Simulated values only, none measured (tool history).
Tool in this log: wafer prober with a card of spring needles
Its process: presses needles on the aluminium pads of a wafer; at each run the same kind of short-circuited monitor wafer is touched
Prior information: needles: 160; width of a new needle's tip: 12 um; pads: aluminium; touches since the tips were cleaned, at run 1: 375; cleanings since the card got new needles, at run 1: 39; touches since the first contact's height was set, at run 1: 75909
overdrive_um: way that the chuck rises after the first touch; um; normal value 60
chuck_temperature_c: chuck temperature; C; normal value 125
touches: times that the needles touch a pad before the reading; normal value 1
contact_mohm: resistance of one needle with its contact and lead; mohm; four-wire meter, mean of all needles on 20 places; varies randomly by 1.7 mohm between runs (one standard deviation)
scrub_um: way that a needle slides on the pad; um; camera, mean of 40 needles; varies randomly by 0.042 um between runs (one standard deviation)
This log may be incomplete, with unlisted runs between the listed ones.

run,hour,overdrive_um,chuck_temperature_c,touches,touches since the tips were cleaned,cleanings since the card got new needles,touches since the first contact's height was set,contact_mohm,scrub_um
1,0.0,60,125,1,375,39,75909,173,8.48
# hour 3.3: tips cleaned on abrasive film
# hour 6.6: tips cleaned on abrasive film
# hour 10.8: tips cleaned on abrasive film
# hour 14.9: tips cleaned on abrasive film
# hour 19.0: tips cleaned on abrasive film
2,20.1,60,40,1,560,44,86479,159,8.54
# hour 22.6: tips cleaned on abrasive film
# hour 25.9: tips cleaned on abrasive film
# hour 29.2: tips cleaned on abrasive film
3,30.0,60,40,1,393,47,91659,158,8.53
# hour 33.3: tips cleaned on abrasive film
# hour 37.4: tips cleaned on abrasive film
# hour 40.7: tips cleaned on abrasive film
# hour 44.1: tips cleaned on abrasive film
4,46.3,60,99,1,1229,51,100287,169,8.52
# hour 48.0: tips cleaned on abrasive film
# hour 51.4: tips cleaned on abrasive film
# hour 54.7: tips cleaned on abrasive film
# hour 58.8: tips cleaned on abrasive film
5,59.7,60,125,1,492,55,107308,177,8.51
# hour 62.2: tips cleaned on abrasive film
# hour 65.6: tips cleaned on abrasive film
# hour 69.7: tips cleaned on abrasive film
# hour 73.0: tips cleaned on abrasive film
# hour 76.3: tips cleaned on abrasive film
# hour 80.5: tips cleaned on abrasive film
6,81.1,60,125,1,314,61,118503,175,8.59
# hour 84.4: tips cleaned on abrasive film
# hour 87.7: tips cleaned on abrasive film
# hour 91.0: tips cleaned on abrasive film
# hour 94.3: tips cleaned on abrasive film
# hour 97.7: tips cleaned on abrasive film
# hour 101.8: tips cleaned on abrasive film
7,101.9,60,125,1,38,67,129421,177,8.50
# hour 105.2: tips cleaned on abrasive film
# hour 108.5: tips cleaned on abrasive film
# hour 111.8: tips cleaned on abrasive film
# hour 115.2: tips cleaned on abrasive film
# hour 119.3: tips cleaned on abrasive film
8,119.7,60,125,1,232,72,138790,176,8.57
# hour 123.0: tips cleaned on abrasive film
# hour 126.4: tips cleaned on abrasive film
# hour 129.7: tips cleaned on abrasive film
# hour 133.0: tips cleaned on abrasive film
# hour 136.3: tips cleaned on abrasive film
# hour 139.6: tips cleaned on abrasive film
9,141.5,60,125,1,995,78,150231,174,8.65
# hour 143.2: tips cleaned on abrasive film
# hour 146.5: tips cleaned on abrasive film
# hour 149.8: tips cleaned on abrasive film
# hour 153.2: tips cleaned on abrasive film
10,155.7,60,125,1,1373,82,157697,175,8.63
# hour 156.6: tips cleaned on abrasive film
# hour 159.9: tips cleaned on abrasive film
# hour 160.2: height of the first contact set anew
# hour 163.6: tips cleaned on abrasive film
# hour 166.9: tips cleaned on abrasive film
# hour 171.0: tips cleaned on abrasive film
11,172.1,60,125,1,612,87,6270,178,8.60
# hour 174.7: tips cleaned on abrasive film
# hour 178.0: tips cleaned on abrasive film
# hour 181.3: tips cleaned on abrasive film
12,183.7,60,125,1,1280,90,12337,177,8.73
# hour 185.4: tips cleaned on abrasive film
# hour 188.7: tips cleaned on abrasive film
# hour 192.8: tips cleaned on abrasive film
13,194.3,57,125,1,817,93,17941,174,8.27
# hour 196.9: tips cleaned on abrasive film
# hour 201.0: tips cleaned on abrasive film
# hour 205.1: tips cleaned on abrasive film
# hour 209.3: tips cleaned on abrasive film
14,209.5,57,125,1,126,97,25901,175,8.31
# hour 212.8: tips cleaned on abrasive film
# hour 216.1: tips cleaned on abrasive film
# hour 219.5: tips cleaned on abrasive film
# hour 223.6: tips cleaned on abrasive film
# hour 226.9: tips cleaned on abrasive film
# hour 230.2: tips cleaned on abrasive film
15,231.4,40,94,1,638,103,37422,178,5.79
# hour 233.9: tips cleaned on abrasive film
# hour 237.3: tips cleaned on abrasive film
# hour 240.9: tips cleaned on abrasive film
16,240.9,40,94,1,0,106,42379,176,5.77
# hour 241.7: gauge calibrated
# hour 245.0: tips cleaned on abrasive film
# hour 248.3: tips cleaned on abrasive film
# hour 251.7: tips cleaned on abrasive film
17,252.9,60,75,1,649,109,48684,163,8.53
# hour 255.4: tips cleaned on abrasive film
# hour 258.7: tips cleaned on abrasive film
# hour 262.8: tips cleaned on abrasive film
# hour 266.2: tips cleaned on abrasive film
18,269.3,41,34,2,1683,113,57330,162,5.78
# hour 270.2: tips cleaned on abrasive film
# hour 274.3: tips cleaned on abrasive film
# hour 278.4: tips cleaned on abrasive film
# hour 281.8: tips cleaned on abrasive film
19,282.7,75,34,3,524,117,64382,155,10.60

What does the tool deliver on the next run?
# hour 285.2: tips cleaned on abrasive film
# hour 288.6: tips cleaned on abrasive film
# hour 292.7: tips cleaned on abrasive film
# hour 296.0: tips cleaned on abrasive film
# hour 299.3: tips cleaned on abrasive film
20,301.6,75,34,3,1206,122,74292,?,?

Run 20 measured contact_mohm 155 mohm, scrub_um 10.61 um.
Were there no unlogged condition in the tool, this run, its random variation unchanged, would have produced contact_mohm 155 mohm, scrub_um 10.55 um.
